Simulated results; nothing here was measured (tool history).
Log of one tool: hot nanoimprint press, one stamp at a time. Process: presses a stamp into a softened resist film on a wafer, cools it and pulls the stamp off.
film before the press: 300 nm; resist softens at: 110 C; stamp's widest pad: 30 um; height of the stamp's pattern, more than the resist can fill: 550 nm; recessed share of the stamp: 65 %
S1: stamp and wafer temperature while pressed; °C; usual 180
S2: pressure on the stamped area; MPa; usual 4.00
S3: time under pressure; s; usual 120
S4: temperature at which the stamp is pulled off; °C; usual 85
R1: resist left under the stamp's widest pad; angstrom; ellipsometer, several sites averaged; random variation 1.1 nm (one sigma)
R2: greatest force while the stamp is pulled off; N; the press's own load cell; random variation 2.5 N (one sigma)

Run 1, hour 0.0: usual settings. Result: R1 1680 angstrom, R2 112 N.
Run 2, hour 43.5: usual settings but S1 183 °C. Result: R1 1447 angstrom, R2 114 N.
At hour 54.7: press's hydraulic seals changed and the load cell set to zero.
Run 3, hour 83.3: usual settings but S1 183 °C. Result: R1 1408 angstrom, R2 120 N.
Run 4, hour 122.1: usual settings but S1 183 °C. Result: R1 1387 angstrom, R2 122 N.
Run 5, hour 160.2: usual settings. Result: R1 1637 angstrom, R2 125 N.
Run 6, hour 200.8: usual settings but S2 3.64 MPa, S3 81 s, S4 72 °C. Result: R1 1906 angstrom, R2 165 N.
At hour 205.7: plate thermocouple calibrated.
Run 7, hour 238.8: usual settings but S1 186 °C, S3 223 s. Result: R1 881 angstrom, R2 131 N.
Run 8, hour 281.7: usual settings but S1 188 °C, S2 5.69 MPa, S3 86 s, S4 89 °C. Result: R1 1032 angstrom, R2 120 N.

Run 9 comes next. What will it give?
Run 9, hour 316.8: usual settings but S1 188 °C, S2 5.69 MPa, S3 86 s, S4 89 °C. Result: R1 ?, R2 ?.

{"run 9": {"R1": 1024, "R2": 119}}
Without the tool's hidden state the same run would have given R1 1094 angstrom, R2 103 N.
